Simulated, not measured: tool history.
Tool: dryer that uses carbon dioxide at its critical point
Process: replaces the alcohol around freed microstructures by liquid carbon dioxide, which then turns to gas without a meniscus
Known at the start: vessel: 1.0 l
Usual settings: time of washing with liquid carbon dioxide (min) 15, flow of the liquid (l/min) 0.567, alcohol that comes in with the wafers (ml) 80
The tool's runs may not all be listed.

run,hour,time of washing with liquid carbon dioxide (min),flow of the liquid (l/min),alcohol that comes in with the wafers (ml),alcohol left in the vessel before it's heated (ppm by volume)
1,0,15,0.567,80,50
2,7.3,15,0.91,80,22
3,16.3,15,0.91,98,28
4,29,15,0.91,98,25
5,37.9,15,0.91,98,28
6,52.3,15,0.91,98,15
7,64.3,15,0.359,80,541
8,72.8,15,0.359,80,552
9,82.9,15,0.567,80,51
10,91.8,15,0.607,80,37
11,105.2,15,0.814,80,33
12,115,22,0.567,80,30
13,128.3,15,0.567,80,60
14,140.6,15,0.567,80,60
15,151.9,15,0.567,80,61
16,159.1,13,0.567,49,93
17,170.7,13,0.567,49,86
18,183.9,21,0.504,44,33
19,195.7,21,0.504,44,33
20,208.2,21,0.504,44,24
21,215.5,21,0.504,44,40
22,225,21,0.504,44,27
23,232.1,22,0.567,115,29
24,240,22,0.567,98,36
25,247,19,0.567,80,45
26,260.2,10,0.35,82,3316

Forecast each of these 3 alternatives for the next run:
A,274,15,0.567,42,?
B,274,17,0.663,82,?
C,274,15,0.387,72,?

run,alcohol left in the vessel before it's heated (ppm by volume)
A,61
B,24
C,385
Without the tool's hidden state the same runs would have given:
run,alcohol left in the vessel before it's heated (ppm by volume)
A,26
B,0
C,280
